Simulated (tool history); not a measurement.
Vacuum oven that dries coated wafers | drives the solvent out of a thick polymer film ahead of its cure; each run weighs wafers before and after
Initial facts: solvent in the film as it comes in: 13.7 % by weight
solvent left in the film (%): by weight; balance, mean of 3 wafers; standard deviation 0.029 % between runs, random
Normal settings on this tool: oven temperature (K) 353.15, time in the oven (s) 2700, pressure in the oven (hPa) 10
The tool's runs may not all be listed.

run	day	oven temperature (K)	time in the oven (s)	pressure in the oven (hPa)	solvent left in the film (%)
1	0	353.15	2700	10	1.56
2	2.183	353.15	2700	10	1.6
3	4.392	353.15	2700	10	1.59
4	8.671	353.15	2700	10	1.56
5	11.054	353.15	2700	10	1.58
6	13.625	353.15	2700	10	1.55
7	16.154	353.15	2700	10	1.55
8	18.654	353.15	2700	9.6	1.51
9	20.842	353.15	2700	10	1.54
10	24.017	353.15	2700	10	1.52
11	27.938	353.15	2700	10	1.52
12	31.758	353.15	2700	10	1.54
13	35.312	353.15	2700	10	1.52
14	37.454	342.15	2700	21	5.41
15	40.2	353.15	1440	10.2	3.26
16	44.117	353.15	1440	5.5	3.1
17	46.271	353.15	2940	6.3	1.16
18	49.067	353.15	1980	38	3.84
19	51.275	353.15	1980	38	3.81
20	53.412	352.15	2700	10	1.75
21	56.771	363.15	4740	34.3	1.62
22	60.896	353.15	2100	23.8	2.81
23	64.05	362.15	1920	23.8	1.41
24	66.904	345.15	1620	29.2	6.53
25	69.858	341.15	1620	29.9	7.93
26	71.938	345.15	2400	7.7	3.84

Measured less the same run without the tool's hidden state. The same run-to-run variation is in both; the gauge's scatter may not be:
What the log doesn't record here: true wafer temperature over the reading, C; true pressure over the reading, kPa; drift of the gauge itself on solvent_pct, %.
run	solvent left in the film (%)
1	+0.12
2	+0.11
3	+0.11
4	+0.11
5	+0.1
6	+0.1
7	+0.1
8	+0.1
9	+0.1
10	+0.1
11	+0.1
12	+0.09
13	+0.09
14	+0.03
15	-0.02
16	-0.03
17	+0.11
18	-0.01
19	-0.01
20	+0.07
21	+0.12
22	+0
23	+0.09
24	-0.1
25	-0.07
26	-0.06
